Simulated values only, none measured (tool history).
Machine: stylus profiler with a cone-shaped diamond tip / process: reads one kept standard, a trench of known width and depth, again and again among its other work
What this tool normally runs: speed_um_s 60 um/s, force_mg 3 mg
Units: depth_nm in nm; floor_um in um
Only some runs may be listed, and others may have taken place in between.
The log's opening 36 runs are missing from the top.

Run 37, day 19.508: usual settings but speed_um_s 78 um/s, force_mg 2.95 mg. Result: depth_nm 1018.34 nm, floor_um 24.93 um.
Run 38, day 20.162: usual settings but force_mg 2.25 mg. Result: depth_nm 1015.07 nm, floor_um 24.96 um.
Run 39, day 20.562: usual settings but force_mg 1.32 mg. Result: depth_nm 1011.61 nm, floor_um 24.84 um.
Run 40, day 21.004: usual settings but speed_um_s 17 um/s, force_mg 5.63 mg. Result: depth_nm 1027.99 nm, floor_um 25.17 um.
Run 41, day 21.6: usual settings but speed_um_s 17 um/s, force_mg 5.63 mg. Result: depth_nm 1028.07 nm, floor_um 25.18 um.
Run 42, day 22.204: usual settings but speed_um_s 28 um/s. Result: depth_nm 1018.38 nm, floor_um 25.16 um.
Run 43, day 22.917: usual settings but speed_um_s 28 um/s. Result: depth_nm 1018.48 nm, floor_um 25.04 um.
Run 44, day 23.538: usual settings but speed_um_s 236 um/s, force_mg 5.76 mg. Result: depth_nm 1028.1 nm, floor_um 24.54 um.
Run 45, day 23.992: usual settings but speed_um_s 235 um/s, force_mg 4.2 mg. Result: depth_nm 1023.19 nm, floor_um 24.37 um.

Consider 3 possible next runs. They are alternatives, not a sequence: every one starts from the tool as it was left by run 45. What does each give?
Run A, day 24.512: usual settings but speed_um_s 23 um/s, force_mg 4.2 mg. Result: depth_nm ?, floor_um ?.
Run B, day 24.512: usual settings but speed_um_s 21 um/s, force_mg 2.84 mg. Result: depth_nm ?, floor_um ?.
Run C, day 24.512: usual settings but speed_um_s 28 um/s, force_mg 4.98 mg. Result: depth_nm ?, floor_um ?.

run  depth_nm  floor_um
  A   1023.07     25.08
  B   1017.95     25.03
  C   1025.84        25
Without the tool's unlogged condition, the same runs would have read:
run  depth_nm  floor_um
  A   1021.78     25.93
  B   1016.67     25.88
  C   1024.55     25.85
